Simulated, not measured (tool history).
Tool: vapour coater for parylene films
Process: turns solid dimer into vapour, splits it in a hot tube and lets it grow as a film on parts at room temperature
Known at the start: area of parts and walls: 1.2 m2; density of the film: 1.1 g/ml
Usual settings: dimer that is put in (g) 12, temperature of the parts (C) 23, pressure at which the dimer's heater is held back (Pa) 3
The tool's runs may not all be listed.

| run | hour | dimer that is put in (g) | temperature of the parts (C) | pressure at which the dimer's heater is held back (Pa) | thickness of the film (um) |
|---|---|---|---|---|---|
| 1 | 0 | 12 | 23 | 3 | 5.2 |
|  | 12.6 | trap's valve overhauled |
| 2 | 18.4 | 12 | 23 | 3 | 5.35 |
| 3 | 31.8 | 12 | 23 | 3 | 5.29 |
| 4 | 45 | 12 | 23 | 3 | 5.24 |
| 5 | 59 | 12 | 23 | 3 | 5.23 |
| 6 | 69.6 | 8 | 23 | 3 | 3.49 |
| 7 | 77.2 | 8 | 23 | 3 | 3.55 |
| 8 | 90.3 | 20 | 23 | 3 | 8.81 |
| 9 | 103.8 | 20 | 23 | 3 | 8.94 |
| 10 | 111.8 | 13 | 23 | 3 | 5.81 |
| 11 | 129.1 | 13 | 23 | 3 | 5.67 |
| 12 | 141.4 | 16 | 23 | 3 | 6.95 |
| 13 | 156.8 | 16 | 23 | 8.83 | 5.92 |
| 14 | 168 | 14 | 16 | 2.38 | 7.86 |
| 15 | 176.5 | 16 | 16 | 3.53 | 8.45 |
| 16 | 189.8 | 19 | 26 | 3 | 7.61 |
| 17 | 199 | 15 | 31 | 2.75 | 5.22 |
| 18 | 211.1 | 12 | 17 | 2.59 | 6.47 |
| 19 | 221.2 | 12 | 17 | 2.59 | 6.5 |
| 20 | 233.3 | 12 | 23 | 3 | 5.23 |

Forecast each of these 3 alternatives for the next run:
| A | 244 | 7 | 24 | 2.17 | ? |
| B | 244 | 12 | 22 | 3 | ? |
| C | 244 | 13 | 23 | 3.97 | ? |

| run | thickness of the film (um) |
|---|---|
| A | 3.09 |
| B | 5.44 |
| C | 5.51 |
Without the tool's hidden state the same runs would have given:
| run | thickness of the film (um) |
|---|---|
| A | 3.09 |
| B | 5.45 |
| C | 5.52 |

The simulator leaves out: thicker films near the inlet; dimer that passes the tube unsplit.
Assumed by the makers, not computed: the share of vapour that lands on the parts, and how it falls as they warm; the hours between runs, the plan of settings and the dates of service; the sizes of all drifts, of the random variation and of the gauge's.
